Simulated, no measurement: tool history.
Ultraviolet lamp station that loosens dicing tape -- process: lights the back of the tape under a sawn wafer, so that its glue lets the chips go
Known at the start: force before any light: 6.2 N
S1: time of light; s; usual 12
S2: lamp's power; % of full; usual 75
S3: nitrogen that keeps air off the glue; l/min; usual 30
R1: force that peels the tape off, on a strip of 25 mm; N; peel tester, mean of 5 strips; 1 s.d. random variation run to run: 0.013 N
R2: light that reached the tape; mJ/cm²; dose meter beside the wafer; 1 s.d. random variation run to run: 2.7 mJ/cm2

Run 1, hour 0: usual settings. Result: R1 0.592 N, R2 356 mJ/cm².
Run 2, hour 10.5: usual settings. Result: R1 0.606 N, R2 356 mJ/cm².
Run 3, hour 19.5: usual settings. Result: R1 0.623 N, R2 360 mJ/cm².
Run 4, hour 29.8: usual settings. Result: R1 0.593 N, R2 354 mJ/cm².
Run 5, hour 42.3: usual settings. Result: R1 0.619 N, R2 355 mJ/cm².
Run 6, hour 52.1: usual settings but S1 8 s. Result: R1 1.277 N, R2 238 mJ/cm².
Run 7, hour 60.5: usual settings but S1 8 s. Result: R1 1.283 N, R2 235 mJ/cm².
Run 8, hour 69.9: usual settings but S2 86 % of full. Result: R1 0.455 N, R2 405 mJ/cm².
Run 9, hour 76.9: usual settings. Result: R1 0.61 N, R2 352 mJ/cm².
Run 10, hour 88.2: usual settings. Result: R1 0.625 N, R2 354 mJ/cm².
Run 11, hour 100.5: usual settings. Result: R1 0.606 N, R2 357 mJ/cm².
Run 12, hour 110.1: usual settings. Result: R1 0.603 N, R2 354 mJ/cm².
Run 13, hour 121.8: usual settings. Result: R1 0.617 N, R2 358 mJ/cm².
Run 14, hour 134.9: usual settings but S2 89 % of full, S3 18 l/min. Result: R1 0.639 N, R2 418 mJ/cm².

What does the tool deliver on the next run?
Run 15, hour 142.9: usual settings but S2 62 % of full, S3 17 l/min. Result: R1 ?, R2 ?.

R1: 1.278 N
R2: 296 mJ/cm²
The same run, on a tool lacking any hidden state, would have yielded R1 1.277 N, R2 297 mJ/cm².
